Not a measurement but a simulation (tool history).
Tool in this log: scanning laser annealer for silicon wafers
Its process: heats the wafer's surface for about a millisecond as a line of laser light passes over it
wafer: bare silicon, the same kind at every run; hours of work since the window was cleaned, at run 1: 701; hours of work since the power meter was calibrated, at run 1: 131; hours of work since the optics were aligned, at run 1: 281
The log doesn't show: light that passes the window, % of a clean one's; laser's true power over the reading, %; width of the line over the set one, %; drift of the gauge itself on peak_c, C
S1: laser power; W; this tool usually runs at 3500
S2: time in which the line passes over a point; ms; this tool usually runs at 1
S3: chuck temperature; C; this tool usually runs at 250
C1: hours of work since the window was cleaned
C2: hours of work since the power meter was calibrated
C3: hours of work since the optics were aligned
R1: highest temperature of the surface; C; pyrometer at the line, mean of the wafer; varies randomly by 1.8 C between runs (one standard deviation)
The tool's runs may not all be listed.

run	hour	S1	S2	S3	C1	C2	C3	R1
1	0	3500	1	250	701	131	281	968
2	7.4	3500	1.07	250	706	136	286	992
3	13.9	3500	1.07	250	710	140	290	989
4	21.8	3500	1.07	250	715	146	296	988
5	26.3	3500	1.07	250	718	149	299	991
6	36.6	3097	1.07	250	725	156	306	882
7	41.4	3097	1.07	250	729	159	309	880
8	51.7	3500	1	250	735	166	316	966
9	59.6	3257	1	250	741	171	321	901
10	66.1	3257	1	250	745	175	325	902
11	70.9	3257	1	250	748	179	328	899
12	79.8	3500	1	281	754	184	334	995
13	90.1	3500	1	281	761	191	341	994
14	100.7	3500	0.87	250	768	198	348	919
15	110.3	3500	0.87	250	775	205	355	919
16	118.3	3500	0.87	250	780	210	360	914
17	127	3622	1.03	214	786	216	366	969
18	136.3	3499	0.71	269	792	222	372	878
19	146.5	3500	1	285	799	229	379	1000
20	152.8	3297	0.8	219	803	233	383	815
21	157.5	3500	1.1	287	806	236	386	1032
22	167.2	3438	1	255	813	243	393	949
23	178	3500	0.73	224	820	250	400	838
24	183.6	3125	1.22	232	824	254	404	904
25	193.5	3125	1.22	232	830	260	410	911
26	198.4	3125	1.22	232	834	264	414	907
27	205.8	3125	1.22	232	838	269	419	908
28	211.1	3125	1.22	232	842	272	422	906
29	217.6	3125	1.22	232	846	277	427	906
30	227.1	3528	1	250	853	283	433	967

Consider 4 possible next runs. They are alternatives, not a sequence: every one starts from the tool as it was left by run 30. What does each give?
A	236.4	3108	1	250	859	289	439	?
B	236.4	3150	0.79	256	859	289	439	?
C	236.4	3345	1	250	859	289	439	?
D	236.4	3528	1.03	251	859	289	439	?

run	R1
A	864
B	809
C	921
D	978
Stripped of hidden state, with their random variation kept, the same runs would have yielded:
run	R1
A	896
B	838
C	956
D	1016

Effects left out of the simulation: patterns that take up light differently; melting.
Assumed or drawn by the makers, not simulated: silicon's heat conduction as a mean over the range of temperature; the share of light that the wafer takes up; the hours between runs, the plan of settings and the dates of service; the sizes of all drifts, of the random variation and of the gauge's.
